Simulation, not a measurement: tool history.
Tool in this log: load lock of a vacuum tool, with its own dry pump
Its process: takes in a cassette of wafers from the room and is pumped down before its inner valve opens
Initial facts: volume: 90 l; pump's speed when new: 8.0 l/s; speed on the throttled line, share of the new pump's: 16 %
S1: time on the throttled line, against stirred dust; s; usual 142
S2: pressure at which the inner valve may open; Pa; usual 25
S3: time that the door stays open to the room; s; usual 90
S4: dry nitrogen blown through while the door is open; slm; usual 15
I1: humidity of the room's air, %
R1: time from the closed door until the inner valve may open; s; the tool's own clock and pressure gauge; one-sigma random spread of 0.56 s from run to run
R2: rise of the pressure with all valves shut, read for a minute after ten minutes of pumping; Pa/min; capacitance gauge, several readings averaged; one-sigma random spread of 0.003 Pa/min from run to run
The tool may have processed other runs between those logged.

run 1 hour=0 | S1=142 S2=25 S3=90 S4=15 | I1=42.8 | R1=220.9 R2=0.183
run 2 hour=327.6 | S1=99 S2=25 S3=90 S4=15 | I1=44 | R1=185.2 R2=0.186
run 3 hour=546.5 | S1=99 S2=25 S3=29 S4=15 | I1=46.6 | R1=184.8 R2=0.186
run 4 hour=729.2 | S1=99 S2=25 S3=29 S4=15 | I1=44.9 | R1=184.9 R2=0.19
run 5 hour=975.9 | S1=99 S2=25 S3=29 S4=15 | I1=45 | R1=185.6 R2=0.192
run 6 hour=1263.6 | S1=142 S2=40 S3=90 S4=15 | I1=47 | R1=216.8 R2=0.222
run 7 hour=1667.1 | S1=142 S2=40 S3=90 S4=15 | I1=46.2 | R1=214.7 R2=0.225
run 8 hour=2014.7 | S1=142 S2=40 S3=90 S4=15 | I1=47.2 | R1=215.3 R2=0.235
run 9 hour=2354.3 | S1=142 S2=40 S3=90 S4=15 | I1=49.3 | R1=215.8 R2=0.245
run 10 hour=2714.2 | S1=142 S2=40 S3=90 S4=15 | I1=44.5 | R1=215.7 R2=0.249
run 11 hour=2964.4 | S1=119 S2=25 S3=90 S4=15 | I1=45.3 | R1=204 R2=0.262
run 12 hour=3230.2 | S1=142 S2=25 S3=62 S4=15 | I1=49.1 | R1=222.4 R2=0.256
run 13 hour=3568.7 | S1=142 S2=22 S3=90 S4=15 | I1=46.6 | R1=225.4 R2=0.273
run 14 hour=3783.3 | S1=142 S2=22 S3=90 S4=15 | I1=46.2 | R1=224.5 R2=0.271
run 15 hour=3974.5 | S1=142 S2=25 S3=71 S4=15 | I1=43.7 | R1=222.4 R2=0.274
run 16 hour=4268.5 | S1=142 S2=25 S3=71 S4=15 | I1=42.8 | R1=223.5 R2=0.276
run 17 hour=4570.8 | S1=142 S2=25 S3=71 S4=15 | I1=48.5 | R1=223.1 R2=0.296
run 18 hour=4802.4 | S1=142 S2=25 S3=71 S4=15 | I1=49.2 | R1=224.5 R2=0.306
run 19 hour=5203.8 | S1=142 S2=25 S3=90 S4=5 | I1=43.8 | R1=224.1 R2=0.327
run 20 hour=5575.9 | S1=142 S2=25 S3=52 S4=13 | I1=45.9 | R1=223.8 R2=0.318
run 21 hour=5853.7 | S1=142 S2=28 S3=235 S4=15 | I1=40.4 | R1=222.4 R2=0.346
run 22 hour=6061.7 | S1=79 S2=31 S3=162 S4=35 | I1=43.2 | R1=169.1 R2=0.332
run 23 hour=6436.8 | S1=79 S2=31 S3=162 S4=35 | I1=45.6 | R1=169.5 R2=0.346
run 24 hour=6773.9 | S1=121 S2=25 S3=137 S4=15 | I1=45 | R1=207.8 R2=0.373
run 25 hour=6982 | S1=142 S2=19 S3=230 S4=15 | I1=46.8 | R1=217.6 R2=0.383
run 26 hour=7312 | S1=142 S2=19 S3=230 S4=15 | I1=42.8 | R1=217.6 R2=0.391
run 27 hour=7502 | S1=248 S2=48 S3=90 S4=15 | I1=51.2 | R1=296.1 R2=0.395
run 28 hour=7741.4 | S1=248 S2=48 S3=42 S4=15 | I1=46.6 | R1=296.2 R2=0.384
run 29 hour=7904.1 | S1=73 S2=25 S3=90 S4=15 | I1=45.5 | R1=155.8 R2=0.403
run 30 hour=8253.2 | S1=73 S2=25 S3=90 S4=15 | I1=47.7 | R1=156.7 R2=0.416
run 31 hour=8541.7 | S1=73 S2=25 S3=90 S4=15 | I1=49.2 | R1=157.2 R2=0.427
run 32 hour=8898 | S1=193 S2=21 S3=32 S4=11 | I1=44.6 | R1=261.2 R2=0.421
run 33 hour=9170.3 | S1=193 S2=21 S3=32 S4=11 | I1=47.7 | R1=259.9 R2=0.437
run 34 hour=9571.9 | S1=193 S2=21 S3=32 S4=11 | I1=43.4 | R1=260.8 R2=0.443
run 35 hour=9805.9 | S1=111 S2=47 S3=35 S4=6 | I1=47.2 | R1=182.4 R2=0.463
run 36 hour=9981.1 | S1=214 S2=20 S3=175 S4=22 | I1=44.6 | R1=278.4 R2=0.479
run 37 hour=10376.7 | S1=193 S2=25 S3=58 S4=26 | I1=42.1 | R1=260.1 R2=0.476
run 38 hour=10547.2 | S1=193 S2=25 S3=58 S4=26 | I1=44.8 | R1=259.1 R2=0.483

Not shown: 1 entry that the log had between the listed runs. Between which runs, and how does the tool's hidden state differ before and after?
Run 24 -> run 25: dry pump taken out, an overhauled one fitted (hour 6877.9)
  pump's speed, % of a new pump's: 86.9 -> 99.4; leak at the door's seal, Pa l/s: 0.4725 -> 0.4804
  measured result minus the result with no hidden state, R1: +11.3 -> +0.5 s; R2: +0.315 -> +0.318 Pa/min
